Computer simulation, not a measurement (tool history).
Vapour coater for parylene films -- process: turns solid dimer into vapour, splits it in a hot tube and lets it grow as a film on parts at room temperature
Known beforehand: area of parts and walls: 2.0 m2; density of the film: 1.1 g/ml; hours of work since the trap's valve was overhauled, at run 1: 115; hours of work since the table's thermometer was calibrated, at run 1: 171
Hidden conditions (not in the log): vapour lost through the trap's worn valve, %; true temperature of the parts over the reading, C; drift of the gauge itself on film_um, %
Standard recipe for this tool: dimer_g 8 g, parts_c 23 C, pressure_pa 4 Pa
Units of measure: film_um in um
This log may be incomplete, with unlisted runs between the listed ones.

run,hour,dimer_g,parts_c,pressure_pa,hours of work since the trap's valve was overhauled,hours of work since the table's thermometer was calibrated,film_um
1,0,8,23,4,115,171,1.976
2,82.1,8,23,8.88,173,229,1.646
3,134.9,8,23,8.88,210,266,1.638
4,214,8,23,8.88,266,322,1.66
5,254.1,8,23,4,295,351,1.979
# hour 277.4: trap's valve overhauled
6,311.8,8,23,4,24,389,1.981
7,349.7,8,23,2.23,51,415,2.282
8,433,8,23,4,110,474,1.997
9,479.2,8,23,4,143,507,1.997
10,543.2,8,23,5.91,188,552,1.82
11,628.5,8,23,5.91,248,612,1.831
# hour 719.1: trap's valve overhauled
12,719.1,8,23,5.91,0,674,1.828
13,764.6,8,23,5.91,32,706,1.832
14,806.6,8,23,4,62,735,1.996
15,886.9,8,23,4,119,792,1.99
16,936.6,8,23,4,154,827,2.002
17,1001.6,3,25,6.09,200,873,0.622
18,1039.2,8,21,2.17,226,900,2.547
19,1083.4,8,21,2.17,257,931,2.555
20,1122.2,8,17,9.75,285,958,2.181
# hour 1161.8: trap's valve overhauled
21,1175.4,8,17,9.75,10,993,2.185
22,1241.1,8,16,9.75,56,1040,2.274
23,1327.7,3,20,2.42,117,1101,0.994
24,1384.3,8,33,2.87,157,1141,1.352
25,1430.9,5,33,6.89,190,1174,0.694
26,1507.9,5,33,6.89,245,1228,0.695
27,1546.2,5,33,6.89,272,1255,0.681
# hour 1603.6: trap's valve overhauled
28,1623.1,5,33,6.89,14,1307,0.697
29,1708.5,5,33,6.89,74,1367,0.701
30,1771.6,4,34,4.1,119,1412,0.595
31,1814.3,7,18,4.1,149,1442,2.247
32,1856.2,4,32,2.45,178,1471,0.746

Hidden state or all else? Some run-to-run changes of film_um, split into what the settings, what came in and random variation would give without the hidden state, and what is left for the hidden state (with any gauge scatter that isn't in both results):
Run 17 -> 18: dimer_g 3 -> 8, parts_c 25 -> 21, pressure_pa 6.09 -> 2.17. film_um +1.925 um: hidden state +0.026, all else +1.899.
Run 30 -> 31: dimer_g 4 -> 7, parts_c 34 -> 18. film_um +1.652 um: hidden state +0.042, all else +1.61.
Run 31 -> 32: dimer_g 7 -> 4, parts_c 18 -> 32, pressure_pa 4.1 -> 2.45. film_um -1.501 um: hidden state -0.038, all else -1.463.

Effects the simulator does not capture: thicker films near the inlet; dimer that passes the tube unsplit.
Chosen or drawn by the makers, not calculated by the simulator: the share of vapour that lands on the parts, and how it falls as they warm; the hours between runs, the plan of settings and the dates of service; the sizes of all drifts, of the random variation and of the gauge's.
